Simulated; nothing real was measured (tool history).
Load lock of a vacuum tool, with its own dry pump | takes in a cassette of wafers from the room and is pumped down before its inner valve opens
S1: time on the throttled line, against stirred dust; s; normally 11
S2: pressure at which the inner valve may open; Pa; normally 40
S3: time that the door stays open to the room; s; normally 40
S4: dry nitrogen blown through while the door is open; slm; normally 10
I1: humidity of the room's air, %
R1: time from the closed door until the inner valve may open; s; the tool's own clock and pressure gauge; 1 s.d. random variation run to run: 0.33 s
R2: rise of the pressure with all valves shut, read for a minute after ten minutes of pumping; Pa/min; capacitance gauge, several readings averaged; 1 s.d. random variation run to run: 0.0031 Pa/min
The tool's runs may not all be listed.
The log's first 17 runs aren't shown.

run 18 hour=1623.1 | S1=11 S2=40 S3=44 S4=10 | I1=45.6 | R1=23.1 R2=0.066
run 19 hour=1707.2 | S1=11 S2=40 S3=40 S4=10 | I1=44.7 | R1=22.8 R2=0.072
run 20 hour=1853.1 | S1=22 S2=50 S3=47 S4=10 | I1=43.1 | R1=30.1 R2=0.073
run 21 hour=1948.3 | S1=22 S2=50 S3=47 S4=10 | I1=46.6 | R1=30.2 R2=0.079
run 22 hour=2074.6 | S1=22 S2=50 S3=47 S4=10 | I1=43.5 | R1=29.9 R2=0.086
run 23 hour=2159.3 | S1=8 S2=40 S3=40 S4=10 | I1=44.5 | R1=19.6 R2=0.085
run 24 hour=2276.6 | S1=11 S2=40 S3=165 S4=40 | I1=46.6 | R1=22.3 R2=0.09
run 25 hour=2369.8 | S1=11 S2=40 S3=165 S4=40 | I1=46.4 | R1=22.8 R2=0.098
run 26 hour=2471.2 | S1=8 S2=31 S3=75 S4=16 | I1=44.8 | R1=21.1 R2=0.101
run 27 hour=2569.9 | S1=17 S2=69 S3=40 S4=10 | I1=46.4 | R1=26.1 R2=0.107
run 28 hour=2655.4 | S1=7 S2=69 S3=40 S4=10 | I1=46.3 | R1=18.6 R2=0.117
run 29 hour=2717.2 | S1=7 S2=69 S3=40 S4=10 | I1=44.7 | R1=18.7 R2=0.116
run 30 hour=2855.3 | S1=16 S2=29 S3=40 S4=10 | I1=48.1 | R1=26.7 R2=0.129
run 31 hour=2939.3 | S1=16 S2=29 S3=40 S4=10 | I1=41.7 | R1=27.5 R2=0.129
run 32 hour=3078.3 | S1=10 S2=77 S3=40 S4=10 | I1=48.1 | R1=21.4 R2=0.14
run 33 hour=3226.7 | S1=11 S2=47 S3=40 S4=12 | I1=45 | R1=22.2 R2=0.141
run 34 hour=3347.9 | S1=11 S2=47 S3=40 S4=12 | I1=45.5 | R1=22.9 R2=0.153
run 35 hour=3419.1 | S1=11 S2=47 S3=40 S4=12 | I1=46.7 | R1=22.4 R2=0.156
run 36 hour=3551.3 | S1=11 S2=47 S3=40 S4=12 | I1=45.4 | R1=22.8 R2=0.167
run 37 hour=3666 | S1=7 S2=53 S3=65 S4=12 | I1=46.1 | R1=19.4 R2=0.188

Below are 4 alternative next runs, each starting from the tool's condition after run 37. Predict each:
run A hour=3748.7 | S1=7 S2=53 S3=65 S4=15 | I1=43.4 | R1=? R2=?
run B hour=3748.7 | S1=8 S2=53 S3=65 S4=12 | I1=45.5 | R1=? R2=?
run C hour=3748.7 | S1=19 S2=40 S3=102 S4=21 | I1=42 | R1=? R2=?
run D hour=3748.7 | S1=11 S2=40 S3=181 S4=10 | I1=44.3 | R1=? R2=?

run=A R1=19.6 R2=0.184
run=B R1=20.1 R2=0.193
run=C R1=28.5 R2=0.182
run=D R1=22.9 R2=0.226
Without the tool's hidden state the same runs would have given:
run=A R1=18.9 R2=0.067
run=B R1=19.4 R2=0.077
run=C R1=27.9 R2=0.065
run=D R1=22.3 R2=0.109
